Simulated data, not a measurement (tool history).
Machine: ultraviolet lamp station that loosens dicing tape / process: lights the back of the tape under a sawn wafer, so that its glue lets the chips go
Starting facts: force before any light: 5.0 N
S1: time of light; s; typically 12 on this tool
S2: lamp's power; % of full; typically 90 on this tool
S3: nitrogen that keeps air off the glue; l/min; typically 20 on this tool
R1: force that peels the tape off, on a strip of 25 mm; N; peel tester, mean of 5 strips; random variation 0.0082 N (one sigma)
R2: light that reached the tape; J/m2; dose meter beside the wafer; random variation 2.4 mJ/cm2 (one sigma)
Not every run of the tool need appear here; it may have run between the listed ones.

run	hour	S1	S2	S3	R1	R2
1	0	12	90	20	0.316	2680
2	23.6	12	90	20	0.332	2660
3	45.1	12	90	20	0.314	2650
4	63.1	9	90	20	0.521	2010
5	86.3	9	90	20	0.523	1990
6	113.4	9	90	20	0.523	1970
7	142.3	9	90	20	0.522	2000
8	164.3	9	90	20	0.503	1970
9	197.6	9	90	20	0.536	2020
10	228.8	9	90	20	0.53	2000
11	247.9	9	90	20	0.53	2000
12	277.5	9	90	20	0.527	1980
13	292.8	9	90	20	0.527	1970
14	317.9	9	90	20	0.513	2010
15	343.1	9	90	20	0.509	1970
16	364.8	9	92	20	0.513	2080
17	392.3	9	92	20	0.519	2070
18	411.2	9	92	20	0.512	2020
19	429.2	11	73	20	0.535	2000
20	446.8	12	65	18	0.616	1940
21	473.4	20	65	8	0.443	3210
22	504.3	12	90	7	0.672	2660
23	525.4	12	90	15	0.396	2670
24	552.2	7	90	23	0.728	1490
25	573.5	17	88	11	0.284	3660
26	596.4	12	90	19	0.321	2650
27	613.3	12	90	19	0.32	2690
28	635.8	12	90	19	0.333	2660
29	658.7	12	90	19	0.328	2670
30	678.7	14	61	24	0.404	2130
31	705.8	14	61	24	0.416	2100
32	724.3	12	90	20	0.308	2650
33	748	12	69	19	0.512	2040
34	780.1	12	69	19	0.495	2000
35	804.2	6	86	28	0.881	1250

Removed from this log: 3 entries logged between the listed runs. Between which two listed runs does each belong, and how does the tool's hidden state at the listed run before it compare with that at the listed run after it?
Runs 1 to 2: window cleaned of glue's vapour (hour 23.6)
  light that the window lets through, % of a clean one's: 99.9 -> 100
Runs 10 to 11: lamp changed (hour 236.9)
  lamp's light, % of a new lamp's: 99.6 -> 100
Runs 22 to 23: window cleaned of glue's vapour (hour 509.6)
  light that the window lets through, % of a clean one's: 99.9 -> 100
